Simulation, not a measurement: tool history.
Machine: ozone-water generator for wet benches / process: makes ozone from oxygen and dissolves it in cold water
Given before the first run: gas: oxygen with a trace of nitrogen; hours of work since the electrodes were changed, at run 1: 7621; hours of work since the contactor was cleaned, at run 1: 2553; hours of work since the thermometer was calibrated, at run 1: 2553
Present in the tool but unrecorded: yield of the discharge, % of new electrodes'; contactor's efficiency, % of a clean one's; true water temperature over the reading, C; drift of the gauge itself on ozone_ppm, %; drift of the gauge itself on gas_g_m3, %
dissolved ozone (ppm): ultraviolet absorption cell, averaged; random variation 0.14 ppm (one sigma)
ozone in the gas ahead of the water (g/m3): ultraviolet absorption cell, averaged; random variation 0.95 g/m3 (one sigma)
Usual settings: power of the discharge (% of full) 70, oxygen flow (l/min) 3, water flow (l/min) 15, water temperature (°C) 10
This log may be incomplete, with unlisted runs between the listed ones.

| run | hour | power of the discharge (% of full) | oxygen flow (l/min) | water flow (l/min) | water temperature (°C) | hours of work since the electrodes were changed | hours of work since the contactor was cleaned | hours of work since the thermometer was calibrated | dissolved ozone (ppm) | ozone in the gas ahead of the water (g/m3) |
|---|---|---|---|---|---|---|---|---|---|---|
| 1 | 0 | 70 | 3 | 15 | 10 | 7621 | 2553 | 2553 | 17.2 | 162.1 |
| 2 | 196.6 | 70 | 3 | 15 | 10 | 7803 | 2735 | 2735 | 16.9 | 162.3 |
| 3 | 348.6 | 70 | 3 | 15 | 10 | 7943 | 2876 | 2876 | 17.1 | 161.2 |
| 4 | 432.7 | 70 | 3 | 15 | 17 | 8021 | 2953 | 2953 | 15.7 | 161.7 |
| 5 | 624.3 | 70 | 4.05 | 15 | 10 | 8198 | 3131 | 3131 | 17.5 | 136 |
| 6 | 791.9 | 70 | 3 | 9 | 10 | 8353 | 3285 | 3285 | 25.9 | 163.9 |
| 7 | 962.7 | 70 | 3 | 9 | 17 | 8511 | 3443 | 3443 | 23.5 | 164 |
| 8 | 1161.1 | 50 | 3 | 15 | 10 | 8695 | 3627 | 3627 | 13.3 | 127.4 |
|  | 1278.5 | contactor cleaned |
| 9 | 1369 | 50 | 3 | 15 | 10 | 8883 | 84 | 3815 | 13.3 | 130.4 |
|  | 1416.2 | water thermometer calibrated |
| 10 | 1567.7 | 70 | 3 | 15 | 16 | 9066 | 267 | 140 | 15.6 | 164.9 |
| 11 | 1773.8 | 72 | 2.81 | 11 | 14 | 9257 | 458 | 331 | 21.5 | 175 |
| 12 | 1866.1 | 77 | 3 | 15 | 9 | 9342 | 543 | 416 | 18.3 | 176.7 |
| 13 | 1985.1 | 85 | 3.15 | 15 | 7 | 9452 | 653 | 526 | 20.1 | 186 |
| 14 | 2138.3 | 85 | 3.15 | 15 | 7 | 9594 | 795 | 668 | 20.3 | 185.6 |
| 15 | 2308.1 | 84 | 3.15 | 14 | 9 | 9751 | 952 | 825 | 20.9 | 184.7 |
| 16 | 2444.2 | 84 | 3.15 | 14 | 9 | 9877 | 1078 | 951 | 20.9 | 183.6 |
| 17 | 2578 | 70 | 3 | 15 | 14 | 10001 | 1201 | 1074 | 16.3 | 166.3 |

Here are 5 independent what-if runs from the current tool condition. What would each one return?
| A | 2671.5 | 67 | 3 | 12 | 9 | 10087 | 1288 | 1161 | ? | ? |
| B | 2671.5 | 56 | 2.75 | 15 | 14 | 10087 | 1288 | 1161 | ? | ? |
| C | 2671.5 | 70 | 3.77 | 22 | 14 | 10087 | 1288 | 1161 | ? | ? |
| D | 2671.5 | 54 | 2.96 | 15 | 8 | 10087 | 1288 | 1161 | ? | ? |
| E | 2671.5 | 45 | 3.55 | 15 | 5 | 10087 | 1288 | 1161 | ? | ? |

| run | dissolved ozone (ppm) | ozone in the gas ahead of the water (g/m3) |
|---|---|---|
| A | 20.2 | 162.6 |
| B | 13.8 | 147.6 |
| C | 11.7 | 144.9 |
| D | 14.3 | 139.6 |
| E | 13.3 | 110.1 |
With the hidden condition removed and each run's random variation left untouched, the same runs would have given:
| run | dissolved ozone (ppm) | ozone in the gas ahead of the water (g/m3) |
|---|---|---|
| A | 20.3 | 158.9 |
| B | 13.9 | 144.2 |
| C | 11.8 | 141.6 |
| D | 14.3 | 136.4 |
| E | 13.3 | 107.5 |
